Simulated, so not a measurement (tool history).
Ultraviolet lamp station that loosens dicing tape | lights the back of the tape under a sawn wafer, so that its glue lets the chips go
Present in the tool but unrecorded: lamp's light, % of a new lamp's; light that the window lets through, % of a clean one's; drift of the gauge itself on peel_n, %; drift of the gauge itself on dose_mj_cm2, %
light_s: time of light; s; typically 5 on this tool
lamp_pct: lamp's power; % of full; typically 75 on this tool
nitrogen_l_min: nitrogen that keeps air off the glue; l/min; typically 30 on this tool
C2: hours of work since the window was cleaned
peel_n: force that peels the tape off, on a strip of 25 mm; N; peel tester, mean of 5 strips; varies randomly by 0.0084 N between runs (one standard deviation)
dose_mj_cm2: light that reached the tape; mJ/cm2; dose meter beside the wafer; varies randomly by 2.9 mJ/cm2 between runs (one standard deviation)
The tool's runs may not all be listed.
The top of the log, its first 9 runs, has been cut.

{"run": 10, "hour": 102.9, "light_s": 5, "lamp_pct": 75, "nitrogen_l_min": 30, "hours of work of the lamp": 107, "C2": 120, "peel_n": 0.337, "dose_mj_cm2": 427}
{"run": 11, "hour": 112.2, "light_s": 5, "lamp_pct": 75, "nitrogen_l_min": 30, "hours of work of the lamp": 112, "C2": 125, "peel_n": 0.333, "dose_mj_cm2": 428}
{"run": 12, "hour": 122.3, "light_s": 5, "lamp_pct": 75, "nitrogen_l_min": 30, "hours of work of the lamp": 119, "C2": 132, "peel_n": 0.337, "dose_mj_cm2": 429}
{"run": 13, "hour": 128.7, "light_s": 5, "lamp_pct": 75, "nitrogen_l_min": 30, "hours of work of the lamp": 123, "C2": 136, "peel_n": 0.321, "dose_mj_cm2": 423}
{"run": 14, "hour": 136.3, "light_s": 5, "lamp_pct": 75, "nitrogen_l_min": 30, "hours of work of the lamp": 127, "C2": 140, "peel_n": 0.326, "dose_mj_cm2": 425}
{"run": 15, "hour": 151.3, "light_s": 5, "lamp_pct": 75, "nitrogen_l_min": 30, "hours of work of the lamp": 137, "C2": 150, "peel_n": 0.348, "dose_mj_cm2": 426}
{"run": 16, "hour": 162.8, "light_s": 5, "lamp_pct": 75, "nitrogen_l_min": 30, "hours of work of the lamp": 144, "C2": 157, "peel_n": 0.327, "dose_mj_cm2": 430}
{"run": 17, "hour": 169.6, "light_s": 3, "lamp_pct": 75, "nitrogen_l_min": 30, "hours of work of the lamp": 148, "C2": 161, "peel_n": 0.744, "dose_mj_cm2": 261}
{"run": 18, "hour": 178.9, "light_s": 3, "lamp_pct": 75, "nitrogen_l_min": 30, "hours of work of the lamp": 154, "C2": 167, "peel_n": 0.733, "dose_mj_cm2": 254}
{"run": 19, "hour": 192.4, "light_s": 3, "lamp_pct": 75, "nitrogen_l_min": 30, "hours of work of the lamp": 162, "C2": 175, "peel_n": 0.728, "dose_mj_cm2": 257}
{"run": 20, "hour": 201.7, "light_s": 5, "lamp_pct": 78, "nitrogen_l_min": 30, "hours of work of the lamp": 168, "C2": 181, "peel_n": 0.326, "dose_mj_cm2": 440}
{"run": 21, "hour": 215.4, "light_s": 5, "lamp_pct": 75, "nitrogen_l_min": 30, "hours of work of the lamp": 176, "C2": 189, "peel_n": 0.334, "dose_mj_cm2": 426}
{"run": 22, "hour": 225.9, "light_s": 4, "lamp_pct": 75, "nitrogen_l_min": 30, "hours of work of the lamp": 183, "C2": 196, "peel_n": 0.461, "dose_mj_cm2": 338}
{"run": 23, "hour": 241.3, "light_s": 4, "lamp_pct": 75, "nitrogen_l_min": 30, "hours of work of the lamp": 192, "C2": 205, "peel_n": 0.465, "dose_mj_cm2": 342}
{"run": 24, "hour": 252.9, "light_s": 4, "lamp_pct": 75, "nitrogen_l_min": 30, "hours of work of the lamp": 200, "C2": 213, "peel_n": 0.46, "dose_mj_cm2": 348}
{"run": 25, "hour": 260.8, "light_s": 3, "lamp_pct": 87, "nitrogen_l_min": 51, "hours of work of the lamp": 204, "C2": 217, "peel_n": 0.484, "dose_mj_cm2": 299}
{"run": 26, "hour": 273.6, "light_s": 3, "lamp_pct": 87, "nitrogen_l_min": 51, "hours of work of the lamp": 212, "C2": 225, "peel_n": 0.459, "dose_mj_cm2": 301}
{"run": 27, "hour": 281.6, "light_s": 3, "lamp_pct": 66, "nitrogen_l_min": 57, "hours of work of the lamp": 217, "C2": 230, "peel_n": 0.731, "dose_mj_cm2": 225}

Predict the results of run 28:
{"run": 28, "hour": 288.3, "light_s": 3, "lamp_pct": 66, "nitrogen_l_min": 57, "hours of work of the lamp": 221, "C2": 234, "peel_n": "?", "dose_mj_cm2": "?"}

peel_n: 0.729 N
dose_mj_cm2: 228 mJ/cm2
Had the tool carried no hidden state, the very same run would have given peel_n 0.727 N, dose_mj_cm2 228 mJ/cm2.
